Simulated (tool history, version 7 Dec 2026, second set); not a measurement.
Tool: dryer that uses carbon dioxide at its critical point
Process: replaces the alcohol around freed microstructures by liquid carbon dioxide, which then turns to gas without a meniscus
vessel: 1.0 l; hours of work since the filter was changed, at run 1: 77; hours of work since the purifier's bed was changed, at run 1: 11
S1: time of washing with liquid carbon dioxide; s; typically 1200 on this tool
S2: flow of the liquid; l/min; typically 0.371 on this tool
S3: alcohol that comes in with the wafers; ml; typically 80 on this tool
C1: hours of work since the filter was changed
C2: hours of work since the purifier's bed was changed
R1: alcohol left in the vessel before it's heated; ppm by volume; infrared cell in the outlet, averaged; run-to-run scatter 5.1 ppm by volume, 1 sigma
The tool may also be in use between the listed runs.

run,hour,S1,S2,S3,C1,C2,R1
1,0,1200,0.371,80,77,11,109
2,11.8,1200,0.371,80,84,19,119
3,24.1,1200,0.371,80,92,26,120
4,32.5,1200,0.371,80,97,32,134
5,49,1200,0.371,80,108,42,139
6,57.6,1200,0.371,80,113,48,145
7,71.4,1200,0.371,80,122,56,157
8,79.6,1200,0.371,80,127,62,157
9,96.8,1200,0.371,80,138,72,157
10,110.6,1200,0.515,80,147,81,20
11,129.6,1200,0.515,80,159,93,38
12,138.5,1680,0.371,80,164,99,26
13,148.5,1200,0.371,80,171,105,206
14,159.3,1200,0.371,80,177,112,223
15,167.5,1200,0.371,80,183,117,208
16,179.3,1200,0.371,80,190,124,227
17,188.1,1440,0.304,80,196,130,262
# hour 197.4: inlet filter changed
18,198.5,1440,0.304,31,1,136,40
19,212,1080,0.233,31,9,144,583
20,223.7,1080,0.233,31,17,152,580
21,234.3,1200,0.496,99,23,159,32
22,244.4,1200,0.496,99,30,165,28
23,263,1080,0.253,109,41,177,1595
24,270.8,900,0.274,44,46,182,1009
25,285,960,0.371,80,55,191,385
26,304.1,960,0.371,80,67,203,413
27,322.6,960,0.371,119,79,214,633
28,337.5,960,0.242,119,88,224,3866
29,347.7,1560,0.414,80,95,230,30

The same runs without the tool's hidden state, with the same run-to-run variation:
Hidden conditions of the tool in this case: flow that reaches the vessel past the clogged filter, %; alcohol in the recycled carbon dioxide, ppm; drift of the gauge itself on alcohol_ppm, %.
run,R1
1,70
2,73
3,66
4,78
5,74
6,74
7,77
8,69
9,61
10,1
11,17
12,7
13,73
14,76
15,60
16,65
17,81
18,29
19,551
20,535
21,18
22,14
23,1344
24,844
25,284
26,285
27,416
28,2863
29,8
